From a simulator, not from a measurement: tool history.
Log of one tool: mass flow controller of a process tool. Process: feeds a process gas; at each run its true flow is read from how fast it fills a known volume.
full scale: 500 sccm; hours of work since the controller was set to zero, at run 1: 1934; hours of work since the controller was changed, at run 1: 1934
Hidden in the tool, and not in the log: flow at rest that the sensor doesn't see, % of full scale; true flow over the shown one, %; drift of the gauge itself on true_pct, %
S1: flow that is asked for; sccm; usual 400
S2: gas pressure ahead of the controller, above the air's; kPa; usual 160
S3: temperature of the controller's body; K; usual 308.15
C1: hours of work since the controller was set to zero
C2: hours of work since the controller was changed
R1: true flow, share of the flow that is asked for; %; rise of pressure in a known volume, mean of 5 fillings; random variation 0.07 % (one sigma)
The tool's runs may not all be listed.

run	hour	S1	S2	S3	C1	C2	R1
1	0	400	160	308.15	1934	1934	98.96
2	56.5	58	160	308.15	1964	1964	100.22
3	149.4	58	191	308.15	2014	2014	100.41
4	239.3	400	157	308.15	2063	2063	98.81
5	318.8	400	157	308.15	2106	2106	98.88
6	390.8	400	157	308.15	2145	2145	98.67
7	487	400	157	308.15	2196	2196	98.67
8	547	400	157	308.15	2229	2229	98.85
9	586.6	400	157	308.15	2250	2250	98.83
10	631.9	93	157	308.15	2275	2275	99.29
11	697.3	93	157	304.15	2310	2310	99.63
12	751.9	93	157	304.15	2339	2339	99.83
13	798.8	93	157	304.15	2364	2364	99.71
14	872.6	93	157	304.15	2404	2404	99.75
15	924.9	93	157	304.15	2432	2432	99.75
16	990.7	93	157	304.15	2468	2468	99.79
17	1047.6	93	157	304.15	2499	2499	99.92
18	1144	93	157	304.15	2551	2551	99.74
19	1234.1	93	157	304.15	2599	2599	99.8
20	1296.8	93	157	304.15	2633	2633	99.93
21	1355.7	93	157	304.15	2665	2665	99.8
22	1405.8	400	160	300.15	2692	2692	99.32
23	1466.7	400	160	300.15	2725	2725	99.42
24	1545.2	400	160	300.15	2767	2767	99.27
25	1611.8	183	272	294.15	2803	2803	100.02
26	1707.9	183	272	294.15	2855	2855	99.95
27	1762.7	292	150	304.15	2884	2884	98.95
28	1825.6	157	143	300.15	2918	2918	99.46
29	1865	406	269	297.15	2939	2939	99.84
30	1956.3	404	202	301.15	2988	2988	99.28
31	2048.9	313	140	299.15	3038	3038	99.38
32	2123.8	400	187	299.15	3079	3079	99.37
33	2192.7	400	144	303.15	3116	3116	99.11
34	2277.6	205	201	304.15	3162	3162	99.14
35	2332.8	348	178	304.15	3191	3191	98.94
36	2402.7	223	160	308.15	3229	3229	98.87
37	2457.9	143	171	308.15	3259	3259	99.12
38	2513.5	400	232	306.15	3289	3289	98.97
39	2606.5	289	192	299.15	3339	3339	99.34
40	2677.7	231	160	303.15	3377	3377	99.02
41	2748.7	423	244	303.15	3416	3416	99.45
42	2813.3	423	244	303.15	3450	3450	99.41
43	2864.6	92	172	303.15	3478	3478	100.37
44	2958.9	69	172	311.15	3529	3529	100.89
45	2999.4	69	172	311.15	3551	3551	100.95
46	3092.2	374	257	298.15	3601	3601	99.56
47	3142.4	328	150	298.15	3628	3628	99.34

Some steps in R1 between neighbouring runs. How much of each would the tool show without its hidden state too (settings, what came in, random variation), and how much is left for the hidden state, with any gauge scatter that isn't in both results?
Run 1 -> 2: S1 400 -> 58. R1 +1.26 %: hidden state +2.35, all else -1.09.
Run 3 -> 4: S1 58 -> 400, S2 191 -> 157. R1 -1.6 %: hidden state -2.4, all else +0.8.
Run 45 -> 46: S1 69 -> 374, S2 172 -> 257, S3 311.15 -> 298.15. R1 -1.39 %: hidden state -3.28, all else +1.89.
